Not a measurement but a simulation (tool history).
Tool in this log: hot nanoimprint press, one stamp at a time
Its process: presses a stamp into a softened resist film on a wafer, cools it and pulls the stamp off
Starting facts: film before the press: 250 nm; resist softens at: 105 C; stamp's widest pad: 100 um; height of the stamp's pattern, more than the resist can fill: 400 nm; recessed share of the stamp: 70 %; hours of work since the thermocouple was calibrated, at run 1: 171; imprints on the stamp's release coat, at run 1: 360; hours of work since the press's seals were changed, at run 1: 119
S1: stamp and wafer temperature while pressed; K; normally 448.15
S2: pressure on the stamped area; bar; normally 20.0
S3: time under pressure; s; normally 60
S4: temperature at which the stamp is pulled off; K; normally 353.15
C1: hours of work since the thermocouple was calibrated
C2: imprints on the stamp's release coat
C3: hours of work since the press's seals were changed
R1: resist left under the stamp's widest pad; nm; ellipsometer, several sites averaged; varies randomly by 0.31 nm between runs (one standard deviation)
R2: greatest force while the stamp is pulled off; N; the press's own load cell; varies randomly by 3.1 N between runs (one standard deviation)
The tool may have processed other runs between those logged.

{"run": 1, "day": 0.0, "S1": 448.15, "S2": 20.0, "S3": 60, "S4": 353.15, "C1": 171, "C2": 360, "C3": 119, "R1": 93.5, "R2": 236}
{"run": 2, "day": 0.892, "S1": 448.15, "S2": 20.0, "S3": 60, "S4": 343.15, "C1": 180, "C2": 407, "C3": 128, "R1": 93.5, "R2": 255}
{"run": 3, "day": 1.612, "S1": 448.15, "S2": 20.0, "S3": 60, "S4": 343.15, "C1": 187, "C2": 445, "C3": 135, "R1": 93.0, "R2": 259}
{"run": 4, "day": 2.133, "S1": 443.15, "S2": 20.0, "S3": 60, "S4": 353.15, "C1": 193, "C2": 472, "C3": 141, "R1": 120.9, "R2": 245}
{"run": 5, "day": 2.758, "S1": 443.15, "S2": 20.0, "S3": 60, "S4": 353.15, "C1": 199, "C2": 505, "C3": 147, "R1": 121.4, "R2": 243}
{"run": 6, "day": 3.425, "S1": 448.15, "S2": 26.8, "S3": 60, "S4": 353.15, "C1": 206, "C2": 540, "C3": 154, "R1": 79.9, "R2": 246}
{"day": 4.233, "done": "stamp cleaned and given a new release coat"}
{"run": 7, "day": 4.542, "S1": 448.15, "S2": 26.8, "S3": 60, "S4": 353.15, "C1": 215, "C2": 16, "C3": 163, "R1": 79.8, "R2": 210}
{"run": 8, "day": 5.258, "S1": 448.15, "S2": 26.8, "S3": 60, "S4": 353.15, "C1": 222, "C2": 53, "C3": 170, "R1": 79.6, "R2": 220}
{"run": 9, "day": 5.671, "S1": 448.15, "S2": 26.8, "S3": 60, "S4": 353.15, "C1": 226, "C2": 75, "C3": 174, "R1": 79.5, "R2": 214}
{"run": 10, "day": 6.375, "S1": 448.15, "S2": 26.8, "S3": 60, "S4": 353.15, "C1": 233, "C2": 112, "C3": 181, "R1": 79.9, "R2": 213}
{"run": 11, "day": 7.192, "S1": 446.15, "S2": 20.0, "S3": 60, "S4": 353.15, "C1": 242, "C2": 155, "C3": 190, "R1": 103.1, "R2": 216}
{"run": 12, "day": 7.875, "S1": 446.15, "S2": 20.0, "S3": 60, "S4": 353.15, "C1": 249, "C2": 190, "C3": 197, "R1": 103.3, "R2": 228}
{"run": 13, "day": 8.583, "S1": 446.15, "S2": 20.0, "S3": 60, "S4": 353.15, "C1": 256, "C2": 228, "C3": 204, "R1": 103.5, "R2": 227}
{"run": 14, "day": 9.442, "S1": 446.15, "S2": 20.0, "S3": 60, "S4": 353.15, "C1": 265, "C2": 273, "C3": 213, "R1": 102.1, "R2": 228}
{"run": 15, "day": 9.912, "S1": 446.15, "S2": 20.0, "S3": 60, "S4": 353.15, "C1": 269, "C2": 297, "C3": 217, "R1": 102.4, "R2": 225}
{"run": 16, "day": 10.85, "S1": 455.15, "S2": 18.5, "S3": 31, "S4": 355.15, "C1": 279, "C2": 346, "C3": 227, "R1": 87.3, "R2": 231}
{"run": 17, "day": 11.371, "S1": 455.15, "S2": 18.5, "S3": 31, "S4": 355.15, "C1": 284, "C2": 373, "C3": 232, "R1": 87.5, "R2": 229}
{"day": 11.546, "done": "plate thermocouple calibrated"}
{"run": 18, "day": 12.0, "S1": 455.15, "S2": 18.5, "S3": 31, "S4": 355.15, "C1": 5, "C2": 400, "C3": 237, "R1": 86.4, "R2": 231}
{"run": 19, "day": 12.546, "S1": 457.15, "S2": 18.5, "S3": 43, "S4": 355.15, "C1": 10, "C2": 428, "C3": 243, "R1": 69.1, "R2": 235}
{"run": 20, "day": 13.088, "S1": 448.15, "S2": 20.0, "S3": 98, "S4": 353.15, "C1": 16, "C2": 457, "C3": 248, "R1": 75.4, "R2": 245}
{"run": 21, "day": 13.55, "S1": 448.15, "S2": 20.0, "S3": 49, "S4": 353.15, "C1": 20, "C2": 481, "C3": 253, "R1": 98.8, "R2": 240}
{"run": 22, "day": 14.175, "S1": 448.15, "S2": 20.0, "S3": 49, "S4": 353.15, "C1": 27, "C2": 514, "C3": 259, "R1": 99.0, "R2": 248}
{"day": 14.362, "done": "plate thermocouple calibrated, once more"}
{"run": 23, "day": 15.142, "S1": 456.15, "S2": 12.3, "S3": 49, "S4": 353.15, "C1": 8, "C2": 558, "C3": 268, "R1": 89.5, "R2": 252}
{"day": 15.621, "done": "stamp cleaned and given a new release coat"}
{"run": 24, "day": 16.188, "S1": 440.15, "S2": 28.4, "S3": 34, "S4": 355.15, "C1": 16, "C2": 30, "C3": 276, "R1": 147.7, "R2": 210}
{"run": 25, "day": 16.904, "S1": 454.15, "S2": 17.7, "S3": 60, "S4": 353.15, "C1": 23, "C2": 67, "C3": 284, "R1": 74.8, "R2": 214}
{"run": 26, "day": 17.421, "S1": 454.15, "S2": 17.7, "S3": 60, "S4": 353.15, "C1": 29, "C2": 94, "C3": 289, "R1": 75.8, "R2": 216}
{"run": 27, "day": 17.888, "S1": 448.15, "S2": 20.0, "S3": 109, "S4": 353.15, "C1": 33, "C2": 119, "C3": 294, "R1": 76.6, "R2": 218}
{"run": 28, "day": 18.633, "S1": 448.15, "S2": 20.0, "S3": 109, "S4": 353.15, "C1": 41, "C2": 158, "C3": 301, "R1": 76.2, "R2": 226}
{"run": 29, "day": 19.329, "S1": 446.15, "S2": 20.0, "S3": 109, "S4": 356.15, "C1": 48, "C2": 194, "C3": 308, "R1": 85.0, "R2": 222}

Predict each of these 4 candidate next runs independently; none follows another, all start after run 29:
{"run": "A", "day": 19.812, "S1": 448.15, "S2": 25.6, "S3": 81, "S4": 340.15, "C1": 53, "C2": 219, "C3": 313, "R1": "?", "R2": "?"}
{"run": "B", "day": 19.812, "S1": 446.15, "S2": 24.6, "S3": 109, "S4": 356.15, "C1": 53, "C2": 219, "C3": 313, "R1": "?", "R2": "?"}
{"run": "C", "day": 19.812, "S1": 446.15, "S2": 15.8, "S3": 109, "S4": 353.15, "C1": 53, "C2": 219, "C3": 313, "R1": "?", "R2": "?"}
{"run": "D", "day": 19.812, "S1": 441.15, "S2": 20.0, "S3": 60, "S4": 353.15, "C1": 53, "C2": 219, "C3": 313, "R1": "?", "R2": "?"}

run=A R1=74.8 R2=249
run=B R1=75.8 R2=220
run=C R1=95.8 R2=226
run=D R1=137.0 R2=222
Take away the tool's hidden state, keep each run's random variation, and the runs would have read:
run=A R1=74.7 R2=233
run=B R1=75.9 R2=206
run=C R1=96.4 R2=212
run=D R1=137.5 R2=208

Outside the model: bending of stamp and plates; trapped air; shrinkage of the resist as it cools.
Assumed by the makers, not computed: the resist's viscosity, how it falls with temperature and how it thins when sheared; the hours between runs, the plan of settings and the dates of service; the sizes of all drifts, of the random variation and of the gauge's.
